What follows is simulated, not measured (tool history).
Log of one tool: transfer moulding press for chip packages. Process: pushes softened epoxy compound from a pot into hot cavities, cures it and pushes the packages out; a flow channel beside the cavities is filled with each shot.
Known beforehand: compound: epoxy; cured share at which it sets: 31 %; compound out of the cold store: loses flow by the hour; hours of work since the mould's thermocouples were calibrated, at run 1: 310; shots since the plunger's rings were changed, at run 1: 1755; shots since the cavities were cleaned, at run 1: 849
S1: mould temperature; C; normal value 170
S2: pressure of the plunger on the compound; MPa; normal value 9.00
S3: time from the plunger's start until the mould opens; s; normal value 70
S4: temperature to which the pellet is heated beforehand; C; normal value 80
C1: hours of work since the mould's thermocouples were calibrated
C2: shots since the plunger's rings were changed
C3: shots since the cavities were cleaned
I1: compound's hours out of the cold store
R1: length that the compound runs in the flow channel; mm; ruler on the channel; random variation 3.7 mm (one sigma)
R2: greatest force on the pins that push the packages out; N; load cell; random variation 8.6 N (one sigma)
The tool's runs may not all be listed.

run    hour   S1    S2  S3  S4   C1    C2   C3    I1   R1    R2
  1     0.0  170  9.00  70  80  310  1755  849  20.0  827   654
        5.3  -- cavities cleaned with cleaning compound and waxed
       62.7  -- cavities cleaned with cleaning compound and waxed
  2    62.7  170  9.00  70  80  347  2727    0  20.0  820   375
      120.7  -- cavities cleaned with cleaning compound and waxed
      137.5  -- mould's thermocouples calibrated
  3   138.0  170  9.00  70  80    0  3895  249  29.7  759   482
      170.1  -- plunger's sealing rings changed
      186.8  -- cavities cleaned with cleaning compound and waxed
  4   189.5  170  9.00  70  74   30   292   45   9.6  909   405
      244.9  -- cavities cleaned with cleaning compound and waxed
  5   248.4  170  9.00  70  74   66  1226   57  26.3  812   421
  6   281.4  170  9.00  70  74   86  1762  593  40.7  746   588
      306.0  -- cavities cleaned with cleaning compound and waxed
  7   351.0  170  9.00  70  78  129  2871  732  20.0  819   676
      365.5  -- cavities cleaned with cleaning compound and waxed
  8   418.4  170  9.00  70  78  170  3944  861  41.3  717   672
      425.2  -- cavities cleaned with cleaning compound and waxed
      448.3  -- plunger's sealing rings changed
  9   477.9  170  8.66  70  80  204   482  817  35.4  761   637
      485.6  -- cavities cleaned with cleaning compound and waxed
 10   522.6  176  9.00  70  80  231  1185  602  12.4  853   519
      546.2  -- cavities cleaned with cleaning compound and waxed
 11   565.0  176  9.00  70  80  257  1851  306  23.7  791   430
      606.7  -- cavities cleaned with cleaning compound and waxed
 12   627.4  176  9.00  70  80  295  2841  335  43.4  706   456
      665.3  -- cavities cleaned with cleaning compound and waxed
 13   671.7  176  9.00  70  80  322  3539  105  44.8  689   383
      725.7  -- plunger's sealing rings changed
      727.2  -- cavities cleaned with cleaning compound and waxed
 14   727.2  177  8.75  51  80  354     0    0  20.5  817   446
      788.6  -- mould's thermocouples calibrated
      790.1  -- cavities cleaned with cleaning compound and waxed
 15   793.6  177  8.75  56  80    2  1024   58  43.6  714   408
      851.9  -- cavities cleaned with cleaning compound and waxed
 16   868.4  164  9.00  60  80   48  2217  269  48.0  739  1026
      909.7  -- cavities cleaned with cleaning compound and waxed
 17   928.2  176  9.00  76  80   84  3166  302  14.5  826   435
      970.5  -- cavities cleaned with cleaning compound and waxed
 18   991.0  172  7.46  70  80  122  4163  333  10.6  769   506
     1004.2  -- plunger's sealing rings changed
     1033.1  -- cavities cleaned with cleaning compound and waxed
 19  1040.4  172  7.46  70  80  151   565  119  47.8  655   419
     1094.8  -- cavities cleaned with cleaning compound and waxed
 20  1098.2  172  9.16  56  73  186  1483   56  19.4  842   576
 21  1144.7  163  6.95  75  73  215  2239  812  22.0  741   959
     1155.9  -- cavities cleaned with cleaning compound and waxed
 22  1190.5  167  7.03  53  76  243  2959  562  28.2  699  1379
     1213.0  -- cavities cleaned with cleaning compound and waxed
 23  1239.2  175  9.00  70  80  272  3728  426  35.1  726   498
     1275.4  -- cavities cleaned with cleaning compound and waxed
     1280.4  -- plunger's sealing rings changed
 24  1280.4  166  8.40  70  80  295     0   41  38.9  755   492
 25  1314.4  170  8.44  70  80  316   554  595  10.6  871   632
     1340.5  -- cavities cleaned with cleaning compound and waxed
 26  1346.3  167  9.00  65  80  335  1048   93  42.4  758   559

5 options for the next run, each taken on its own from the tool as it stands now. Forecast them:
  A  1376.5  170  6.81  70  80  354  1540  585  14.4   ?   ?
  B  1376.5  170  9.00  57  80  354  1540  585  40.1   ?   ?
  C  1376.5  172  9.00  67  74  354  1540  585  30.4   ?   ?
  D  1376.5  165  9.00  88  73  354  1540  585  26.5   ?   ?
  E  1376.5  170  8.25  90  81  354  1540  585  29.3   ?   ?

run   R1   R2
  A  749  629
  B  750  877
  C  780  581
  D  829  586
  E  766  533
Take away the tool's hidden state, keep each run's random variation, and the runs would have read:
run   R1   R2
  A  768  391
  B  769  552
  C  800  356
  D  850  362
  E  786  325
